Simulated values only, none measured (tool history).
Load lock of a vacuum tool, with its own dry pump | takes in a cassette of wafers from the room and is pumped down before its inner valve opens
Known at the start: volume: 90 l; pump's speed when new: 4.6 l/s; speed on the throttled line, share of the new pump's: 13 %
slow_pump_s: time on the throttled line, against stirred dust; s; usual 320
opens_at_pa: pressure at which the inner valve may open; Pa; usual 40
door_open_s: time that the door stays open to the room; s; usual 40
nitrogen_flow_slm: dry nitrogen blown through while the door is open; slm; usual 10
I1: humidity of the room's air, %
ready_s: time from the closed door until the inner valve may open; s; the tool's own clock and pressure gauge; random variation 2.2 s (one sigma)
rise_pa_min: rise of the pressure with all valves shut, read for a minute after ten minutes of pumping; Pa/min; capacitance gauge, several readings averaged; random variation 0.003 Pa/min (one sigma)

run 1 hour=0.0 | slow_pump_s=320 opens_at_pa=40 door_open_s=40 nitrogen_flow_slm=10 | I1=47.2 | ready_s=455.3 rise_pa_min=0.254
run 2 hour=381.5 | slow_pump_s=320 opens_at_pa=40 door_open_s=40 nitrogen_flow_slm=10 | I1=43.8 | ready_s=455.7 rise_pa_min=0.261
run 3 hour=785.0 | slow_pump_s=320 opens_at_pa=40 door_open_s=26 nitrogen_flow_slm=10 | I1=42.1 | ready_s=453.9 rise_pa_min=0.269
run 4 hour=1133.3 | slow_pump_s=320 opens_at_pa=40 door_open_s=26 nitrogen_flow_slm=10 | I1=42.8 | ready_s=458.3 rise_pa_min=0.269
run 5 hour=1555.9 | slow_pump_s=320 opens_at_pa=40 door_open_s=40 nitrogen_flow_slm=10 | I1=46.7 | ready_s=462.1 rise_pa_min=0.295
run 6 hour=1989.8 | slow_pump_s=320 opens_at_pa=40 door_open_s=40 nitrogen_flow_slm=10 | I1=42.7 | ready_s=461.7 rise_pa_min=0.310
run 7 hour=2405.4 | slow_pump_s=320 opens_at_pa=40 door_open_s=40 nitrogen_flow_slm=10 | I1=46.0 | ready_s=462.2 rise_pa_min=0.323
run 8 hour=2647.1 | slow_pump_s=320 opens_at_pa=40 door_open_s=40 nitrogen_flow_slm=10 | I1=42.9 | ready_s=461.7 rise_pa_min=0.317
run 9 hour=2901.5 | slow_pump_s=320 opens_at_pa=40 door_open_s=40 nitrogen_flow_slm=10 | I1=43.9 | ready_s=462.0 rise_pa_min=0.331
run 10 hour=3281.7 | slow_pump_s=320 opens_at_pa=53 door_open_s=40 nitrogen_flow_slm=5 | I1=42.1 | ready_s=456.8 rise_pa_min=0.343
run 11 hour=3542.1 | slow_pump_s=286 opens_at_pa=40 door_open_s=32 nitrogen_flow_slm=10 | I1=45.9 | ready_s=436.4 rise_pa_min=0.347
run 12 hour=3824.5 | slow_pump_s=384 opens_at_pa=40 door_open_s=40 nitrogen_flow_slm=10 | I1=45.9 | ready_s=514.5 rise_pa_min=0.357
run 13 hour=4247.6 | slow_pump_s=384 opens_at_pa=40 door_open_s=37 nitrogen_flow_slm=10 | I1=43.2 | ready_s=514.5 rise_pa_min=0.367
run 14 hour=4651.2 | slow_pump_s=384 opens_at_pa=40 door_open_s=37 nitrogen_flow_slm=10 | I1=44.2 | ready_s=520.1 rise_pa_min=0.377
run 15 hour=4963.6 | slow_pump_s=320 opens_at_pa=46 door_open_s=76 nitrogen_flow_slm=10 | I1=43.6 | ready_s=459.1 rise_pa_min=0.403
run 16 hour=5242.5 | slow_pump_s=442 opens_at_pa=49 door_open_s=40 nitrogen_flow_slm=10 | I1=44.0 | ready_s=562.7 rise_pa_min=0.404
run 17 hour=5440.7 | slow_pump_s=442 opens_at_pa=49 door_open_s=40 nitrogen_flow_slm=10 | I1=45.1 | ready_s=567.3 rise_pa_min=0.412
run 18 hour=5653.1 | slow_pump_s=442 opens_at_pa=32 door_open_s=40 nitrogen_flow_slm=4 | I1=44.9 | ready_s=579.2 rise_pa_min=0.425

Forecast each of these 4 alternatives for the next run:
-- hour=5923.4 dry pump taken out, an overhauled one fitted
run A hour=5965.2 | slow_pump_s=320 opens_at_pa=28 door_open_s=31 nitrogen_flow_slm=10 | I1=46.3 | ready_s=? rise_pa_min=?
-- hour=5923.4 dry pump taken out, an overhauled one fitted
run B hour=5965.2 | slow_pump_s=306 opens_at_pa=32 door_open_s=40 nitrogen_flow_slm=4 | I1=46.6 | ready_s=? rise_pa_min=?
-- hour=5923.4 dry pump taken out, an overhauled one fitted
run C hour=5965.2 | slow_pump_s=442 opens_at_pa=43 door_open_s=40 nitrogen_flow_slm=4 | I1=40.8 | ready_s=? rise_pa_min=?
-- hour=5923.4 dry pump taken out, an overhauled one fitted
run D hour=5965.2 | slow_pump_s=187 opens_at_pa=32 door_open_s=40 nitrogen_flow_slm=4 | I1=47.9 | ready_s=? rise_pa_min=?

run=A ready_s=435.1 rise_pa_min=0.413
run=B ready_s=422.5 rise_pa_min=0.424
run=C ready_s=537.5 rise_pa_min=0.426
run=D ready_s=319.2 rise_pa_min=0.426
Without the tool's hidden state the same runs would have given:
run=A ready_s=435.6 rise_pa_min=0.024
run=B ready_s=423.4 rise_pa_min=0.037
run=C ready_s=538.2 rise_pa_min=0.034
run=D ready_s=320.2 rise_pa_min=0.036

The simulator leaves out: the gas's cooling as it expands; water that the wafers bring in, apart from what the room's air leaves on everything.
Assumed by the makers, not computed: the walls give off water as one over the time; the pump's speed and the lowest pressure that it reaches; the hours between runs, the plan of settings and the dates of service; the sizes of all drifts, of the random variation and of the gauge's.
